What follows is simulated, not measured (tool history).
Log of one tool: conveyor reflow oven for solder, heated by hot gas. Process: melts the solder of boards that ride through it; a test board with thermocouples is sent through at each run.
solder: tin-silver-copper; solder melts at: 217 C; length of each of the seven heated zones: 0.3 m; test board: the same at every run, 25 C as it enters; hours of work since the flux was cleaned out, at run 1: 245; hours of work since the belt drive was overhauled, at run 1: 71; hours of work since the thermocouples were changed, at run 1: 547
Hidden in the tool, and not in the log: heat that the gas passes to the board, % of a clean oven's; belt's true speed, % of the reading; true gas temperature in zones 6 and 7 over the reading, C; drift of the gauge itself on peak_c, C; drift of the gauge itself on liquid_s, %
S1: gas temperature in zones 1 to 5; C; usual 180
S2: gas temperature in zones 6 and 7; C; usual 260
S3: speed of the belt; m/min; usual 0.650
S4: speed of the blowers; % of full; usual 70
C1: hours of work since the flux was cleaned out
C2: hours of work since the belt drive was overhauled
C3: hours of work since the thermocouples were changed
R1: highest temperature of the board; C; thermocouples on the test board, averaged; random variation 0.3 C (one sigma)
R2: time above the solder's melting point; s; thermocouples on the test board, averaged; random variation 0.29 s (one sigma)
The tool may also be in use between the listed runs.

Run 1, day 0.000: usual settings; C1 245; C2 71; C3 547. Result: R1 239.1 C, R2 33.4 s.
Run 2, day 0.192: usual settings; C1 249; C2 74; C3 551. Result: R1 239.3 C, R2 33.5 s.
Run 3, day 0.467: usual settings; C1 254; C2 79; C3 556. Result: R1 239.2 C, R2 32.7 s.
Run 4, day 0.775: usual settings; C1 260; C2 85; C3 562. Result: R1 239.0 C, R2 33.0 s.
At day 1.246: thermocouples of zones 6 and 7 changed.
Run 5, day 1.250: usual settings; C1 267; C2 92; C3 0. Result: R1 239.2 C, R2 33.0 s.
Run 6, day 1.621: usual settings; C1 274; C2 99; C3 7. Result: R1 239.5 C, R2 33.4 s.
Run 7, day 1.933: usual settings; C1 280; C2 105; C3 13. Result: R1 239.2 C, R2 32.7 s.
Run 8, day 2.271: usual settings; C1 286; C2 112; C3 19. Result: R1 239.1 C, R2 33.3 s.
Run 9, day 2.546: usual settings; C1 291; C2 117; C3 24. Result: R1 238.9 C, R2 32.4 s.
Run 10, day 2.725: usual settings but S2 249 C; C1 295; C2 120; C3 28. Result: R1 230.5 C, R2 24.3 s.
Run 11, day 2.992: usual settings but S2 249 C; C1 300; C2 125; C3 33. Result: R1 230.3 C, R2 24.7 s.
Run 12, day 3.288: usual settings; C1 305; C2 131; C3 38. Result: R1 238.9 C, R2 33.0 s.
Run 13, day 3.633: usual settings; C1 312; C2 137; C3 45. Result: R1 239.8 C, R2 33.0 s.
Run 14, day 3.992: usual settings but S1 172 C; C1 318; C2 144; C3 51. Result: R1 237.3 C, R2 28.8 s.
Run 15, day 4.179: usual settings but S1 172 C; C1 322; C2 147; C3 55. Result: R1 237.1 C, R2 28.3 s.
Run 16, day 4.417: usual settings but S2 253 C; C1 326; C2 152; C3 59. Result: R1 233.8 C, R2 27.8 s.
Run 17, day 4.604: usual settings but S3 0.603 m/min; C1 330; C2 155; C3 63. Result: R1 241.6 C, R2 37.9 s.
Run 18, day 4.917: usual settings but S2 269 C; C1 336; C2 161; C3 69. Result: R1 245.8 C, R2 38.2 s.
Run 19, day 5.179: usual settings but S2 270 C; C1 341; C2 166; C3 74. Result: R1 246.7 C, R2 37.9 s.
Run 20, day 5.571: usual settings but S2 270 C, S3 0.565 m/min; C1 348; C2 173; C3 81. Result: R1 251.3 C, R2 48.2 s.
Run 21, day 5.846: usual settings but S2 270 C, S3 0.565 m/min; C1 353; C2 179; C3 86. Result: R1 251.6 C, R2 48.8 s.
Run 22, day 6.067: usual settings but S2 270 C, S3 0.565 m/min; C1 357; C2 183; C3 90. Result: R1 251.4 C, R2 48.1 s.
At day 6.308: flux residue cleaned out of gas plates and filters.
Run 23, day 6.617: usual settings but S2 249 C, S3 0.633 m/min; C1 6; C2 189; C3 97. Result: R1 229.3 C, R2 23.7 s.
Run 24, day 6.871: usual settings but S1 173 C, S2 257 C, S4 65 % of full; C1 11; C2 194; C3 102. Result: R1 231.7 C, R2 22.6 s.
At day 7.146: flux residue cleaned out of gas plates and filters, once more.
Run 25, day 7.425: usual settings but S1 173 C, S2 257 C, S4 65 % of full; C1 5; C2 200; C3 108. Result: R1 236.7 C, R2 29.4 s.
Run 26, day 7.696: usual settings but S1 184 C, S2 255 C, S3 0.626 m/min; C1 10; C2 206; C3 113. Result: R1 239.2 C, R2 36.9 s.
Run 27, day 8.004: usual settings but S3 0.723 m/min; C1 16; C2 211; C3 119. Result: R1 237.6 C, R2 28.2 s.
Run 28, day 8.396: usual settings but S3 0.723 m/min; C1 23; C2 219; C3 126. Result: R1 237.8 C, R2 28.3 s.
Run 29, day 8.675: usual settings but S2 273 C; C1 29; C2 224; C3 131. Result: R1 251.8 C, R2 41.8 s.
Run 30, day 8.938: usual settings but S2 273 C; C1 34; C2 229; C3 136. Result: R1 251.9 C, R2 42.0 s.
Run 31, day 9.108: usual settings but S2 273 C; C1 37; C2 232; C3 140. Result: R1 251.9 C, R2 41.9 s.

3 ways to go on from here, each from the tool as it stands after run 31. What would each give?
Run A, day 9.329: usual settings but S4 55 % of full; C1 41; C2 236; C3 144. Result: R1 ?, R2 ?.
Run B, day 9.329: usual settings but S1 173 C, S2 273 C, S3 0.662 m/min; C1 41; C2 236; C3 144. Result: R1 ?, R2 ?.
Run C, day 9.329: usual settings but S1 182 C, S2 270 C, S3 0.614 m/min; C1 41; C2 236; C3 144. Result: R1 ?, R2 ?.

run     R1    R2
  A  237.6  31.7
  B  249.2  38.1
  C  251.4  45.3
Without the tool's hidden state the same runs would have given:
run     R1    R2
  A  238.2  32.1
  B  249.9  38.3
  C  252.0  45.4

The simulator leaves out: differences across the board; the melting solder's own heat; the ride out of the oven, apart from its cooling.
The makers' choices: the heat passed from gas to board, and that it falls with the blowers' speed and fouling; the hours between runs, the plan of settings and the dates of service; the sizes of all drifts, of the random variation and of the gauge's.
